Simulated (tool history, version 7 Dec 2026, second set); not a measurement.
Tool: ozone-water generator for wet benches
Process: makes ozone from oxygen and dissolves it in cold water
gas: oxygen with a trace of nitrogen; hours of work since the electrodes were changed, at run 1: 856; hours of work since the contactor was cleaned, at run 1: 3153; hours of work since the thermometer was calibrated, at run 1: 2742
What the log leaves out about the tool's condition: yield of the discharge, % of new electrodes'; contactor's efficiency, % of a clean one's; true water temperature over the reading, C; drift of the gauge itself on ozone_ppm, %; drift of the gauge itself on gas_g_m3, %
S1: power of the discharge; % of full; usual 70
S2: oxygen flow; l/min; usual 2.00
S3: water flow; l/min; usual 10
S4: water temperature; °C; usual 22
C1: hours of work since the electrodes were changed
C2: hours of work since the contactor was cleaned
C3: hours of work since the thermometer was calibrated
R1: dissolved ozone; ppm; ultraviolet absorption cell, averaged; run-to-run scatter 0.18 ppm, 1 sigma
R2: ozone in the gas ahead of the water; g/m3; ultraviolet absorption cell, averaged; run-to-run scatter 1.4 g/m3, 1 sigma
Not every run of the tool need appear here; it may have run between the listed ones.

| run | day | S1 | S2 | S3 | S4 | C1 | C2 | C3 | R1 | R2 |
|---|---|---|---|---|---|---|---|---|---|---|
| 1 | 0.000 | 70 | 2.00 | 10 | 22 | 856 | 3153 | 2742 | 22.3 | 261.0 |
| 2 | 1.138 | 70 | 2.70 | 10 | 22 | 877 | 3173 | 2763 | 22.8 | 224.1 |
| 3 | 2.133 | 70 | 2.70 | 10 | 22 | 894 | 3191 | 2781 | 23.0 | 225.6 |
| 4 | 3.550 | 70 | 2.70 | 10 | 22 | 920 | 3217 | 2806 | 22.8 | 223.9 |
| 5 | 5.342 | 70 | 2.70 | 10 | 22 | 952 | 3249 | 2839 | 23.0 | 224.5 |
| 6 | 7.375 | 70 | 2.46 | 10 | 22 | 989 | 3286 | 2876 | 22.6 | 234.1 |
| 7 | 8.962 | 70 | 2.46 | 10 | 22 | 1018 | 3315 | 2904 | 22.9 | 235.6 |
| 8 | 9.842 | 97 | 2.46 | 7 | 19 | 1034 | 3331 | 2920 | 36.0 | 275.9 |
| 9 | 10.975 | 70 | 2.00 | 12 | 29 | 1054 | 3351 | 2941 | 17.2 | 260.5 |
| 10 | 12.067 | 70 | 2.00 | 12 | 29 | 1074 | 3371 | 2960 | 17.3 | 258.7 |
| 11 | 13.258 | 70 | 2.00 | 12 | 29 | 1096 | 3393 | 2982 | 17.3 | 256.5 |
| 12 | 15.288 | 70 | 1.37 | 8 | 14 | 1132 | 3429 | 3018 | 27.6 | 306.0 |

Here are 3 independent what-if runs from the current tool condition. What would each one return?
| A | 17.046 | 72 | 2.00 | 10 | 22 | 1164 | 3461 | 3050 | ? | ? |
| B | 17.046 | 54 | 1.37 | 8 | 14 | 1164 | 3461 | 3050 | ? | ? |
| C | 17.046 | 53 | 2.00 | 12 | 21 | 1164 | 3461 | 3050 | ? | ? |

| run | R1 | R2 |
|---|---|---|
| A | 22.5 | 258.1 |
| B | 23.8 | 268.9 |
| C | 16.4 | 223.2 |
Stripped of hidden state, with their random variation kept, the same runs would have yielded:
| run | R1 | R2 |
|---|---|---|
| A | 25.0 | 266.6 |
| B | 26.1 | 276.5 |
| C | 18.3 | 229.4 |
